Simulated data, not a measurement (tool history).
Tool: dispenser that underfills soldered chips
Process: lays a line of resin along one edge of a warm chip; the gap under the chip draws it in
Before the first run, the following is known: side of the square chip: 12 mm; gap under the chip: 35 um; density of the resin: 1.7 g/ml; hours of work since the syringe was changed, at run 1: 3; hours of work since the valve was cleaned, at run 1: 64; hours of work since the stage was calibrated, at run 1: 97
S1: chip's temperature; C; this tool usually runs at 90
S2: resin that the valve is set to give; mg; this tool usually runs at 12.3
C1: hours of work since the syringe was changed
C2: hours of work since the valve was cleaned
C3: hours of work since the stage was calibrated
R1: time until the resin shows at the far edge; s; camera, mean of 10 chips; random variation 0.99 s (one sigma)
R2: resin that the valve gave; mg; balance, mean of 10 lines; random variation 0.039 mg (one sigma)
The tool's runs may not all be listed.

run    day   S1    S2  C1  C2   C3     R1     R2
  1  0.000   90  12.3   3  64   97  126.6  11.93
     0.162  -- dispensing valve cleaned and set on the balance
  2  0.221   90  12.4   6   1  100  160.0  12.45
     0.446  -- new syringe of resin
  3  0.462   90  12.4   0   5  103   98.0  12.36
  4  0.829   90  12.4   6  10  109  162.5  12.29
     1.054  -- new syringe of resin
  5  1.075   90  12.4   0  14  113   98.5  12.26
  6  1.296   90  12.3   4  18  116  134.9  12.13
  7  1.579   90  12.3   8  22  121  200.9  12.12
     1.650  -- new syringe of resin
  8  1.946   90  12.3   5  28  127  143.0  12.09
  9  2.183   90  12.3   8  32  130  197.1  11.98
     2.262  -- new syringe of resin
 10  2.567   81  12.3   5  38  136  187.5  12.04
     2.875  -- new syringe of resin
 11  2.892   81  12.3   0  43  141  124.7  12.03
 12  3.146   81  12.3   4  47  145  180.0  11.91
     3.475  -- new syringe of resin
 13  3.525   92  11.8   1  52  151   99.5  11.41
 14  3.683  103  11.2   3  55  154   95.9  10.81
 15  3.979   88  15.8   8  60  158  203.0  15.23
     4.104  -- new syringe of resin
 16  4.250   83  15.2   2  64  163  136.1  14.66
     4.429  -- dispensing valve cleaned and set on the balance
 17  4.512   83  15.2   6   1  166  194.0  15.13
     4.758  -- new syringe of resin
 18  4.850   87  12.5   1   7  171  118.1  12.45
 19  5.112   77  15.2   6  11  175  218.7  15.08
     5.367  -- new syringe of resin
 20  5.383   81  12.3   0  15  180  121.0  12.15
 21  5.604   81  12.3   4  18  183  166.8  12.13
 22  5.800   93  12.3   7  22  186  158.9  12.17
     5.988  -- new syringe of resin
 23  6.162   85  12.7   3  27  192  142.1  12.52
 24  6.517   99  14.9   8  33  198  158.4  14.62

Here are 5 independent what-if runs from the current tool condition. What would each one return?
     6.596  -- new syringe of resin
  A  6.896   83  15.5   5  39  203   ?   ?
     6.596  -- new syringe of resin
  B  6.896  101  12.8   5  39  203   ?   ?
     6.596  -- new syringe of resin
  C  6.896   99  15.0   5  39  203   ?   ?
     6.596  -- new syringe of resin
  D  6.896   98  12.3   5  39  203   ?   ?
     6.596  -- new syringe of resin
  E  6.896   84  13.9   5  39  203   ?   ?

run     R1     R2
  A  167.8  15.21
  B  107.9  12.53
  C  110.3  14.65
  D  114.8  12.01
  E  163.4  13.62
Without the tool's hidden state the same runs would have given:
run     R1     R2
  A  109.9  15.57
  B   70.6  12.83
  C   72.1  14.99
  D   74.9  12.30
  E  106.7  13.94
